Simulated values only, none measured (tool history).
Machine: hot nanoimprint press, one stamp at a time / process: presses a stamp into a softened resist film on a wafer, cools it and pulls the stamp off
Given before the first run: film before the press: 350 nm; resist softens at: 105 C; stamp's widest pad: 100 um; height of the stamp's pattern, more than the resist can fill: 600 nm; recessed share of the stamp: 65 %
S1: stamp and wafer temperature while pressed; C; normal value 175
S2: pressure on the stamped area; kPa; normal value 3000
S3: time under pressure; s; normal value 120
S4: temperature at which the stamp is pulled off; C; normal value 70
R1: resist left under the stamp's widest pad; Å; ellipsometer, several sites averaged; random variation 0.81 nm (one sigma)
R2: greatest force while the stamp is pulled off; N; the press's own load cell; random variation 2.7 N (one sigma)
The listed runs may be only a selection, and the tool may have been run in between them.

Run 1, hour 0.0: usual settings. Result: R1 1896 Å, R2 131 N.
Run 2, hour 74.1: usual settings but S2 3750 kPa. Result: R1 1694 Å, R2 128 N.
Run 3, hour 123.1: usual settings but S4 74 C. Result: R1 1881 Å, R2 112 N.
At hour 154.4: press's hydraulic seals changed and the load cell set to zero.
Run 4, hour 178.4: usual settings but S4 74 C. Result: R1 1895 Å, R2 114 N.
Run 5, hour 237.3: usual settings. Result: R1 1881 Å, R2 135 N.
Run 6, hour 315.2: usual settings. Result: R1 1870 Å, R2 131 N.
At hour 354.2: stamp cleaned and given a new release coat.
Run 7, hour 370.3: usual settings. Result: R1 1874 Å, R2 128 N.
Run 8, hour 423.2: usual settings. Result: R1 1863 Å, R2 125 N.
Run 9, hour 497.4: usual settings. Result: R1 1864 Å, R2 123 N.
Run 10, hour 579.7: usual settings. Result: R1 1863 Å, R2 129 N.
At hour 588.5: plate thermocouple calibrated.
Run 11, hour 670.0: usual settings but S1 169 C, S4 72 C. Result: R1 2191 Å, R2 124 N.
Run 12, hour 742.9: usual settings but S1 169 C, S4 72 C. Result: R1 2182 Å, R2 126 N.
Run 13, hour 831.4: usual settings but S1 176 C, S2 2920 kPa, S3 73 s, S4 61 C. Result: R1 2110 Å, R2 155 N.
Run 14, hour 872.2: usual settings but S1 179 C, S4 66 C. Result: R1 1669 Å, R2 147 N.
Run 15, hour 911.6: usual settings but S1 176 C, S2 4540 kPa, S3 129 s, S4 67 C. Result: R1 1424 Å, R2 138 N.
Run 16, hour 952.3: usual settings but S2 2650 kPa, S3 114 s, S4 67 C. Result: R1 2007 Å, R2 139 N.
Run 17, hour 1002.8: usual settings but S1 177 C. Result: R1 1761 Å, R2 127 N.
Run 18, hour 1067.1: usual settings but S1 184 C, S3 78 s, S4 72 C. Result: R1 1666 Å, R2 123 N.
At hour 1102.3: stamp cleaned and given a new release coat.
Run 19, hour 1119.0: usual settings but S1 184 C, S2 4620 kPa, S3 84 s, S4 72 C. Result: R1 1295 Å, R2 121 N.

Some steps in R1, run to run, broken into two amounts with sign: the step expected even without the hidden condition (settings, incoming material, random variation), and the rest, left for the hidden condition together with whatever gauge scatter is not in both the measured and the hidden-condition-free result:
Hidden state present: true temperature over the reading, C; pressure that arrives at the usual setting, %; grip of the stamp's worn release coat, % over a new coat's; drift of the gauge itself on residual_nm, %; drift of the gauge itself on pull_off_n, %.
Run 15 -> 16: S1 176 -> 175, S2 4540 -> 2650, S3 129 -> 114. R1 +583 Å: hidden state -10, all else +593.

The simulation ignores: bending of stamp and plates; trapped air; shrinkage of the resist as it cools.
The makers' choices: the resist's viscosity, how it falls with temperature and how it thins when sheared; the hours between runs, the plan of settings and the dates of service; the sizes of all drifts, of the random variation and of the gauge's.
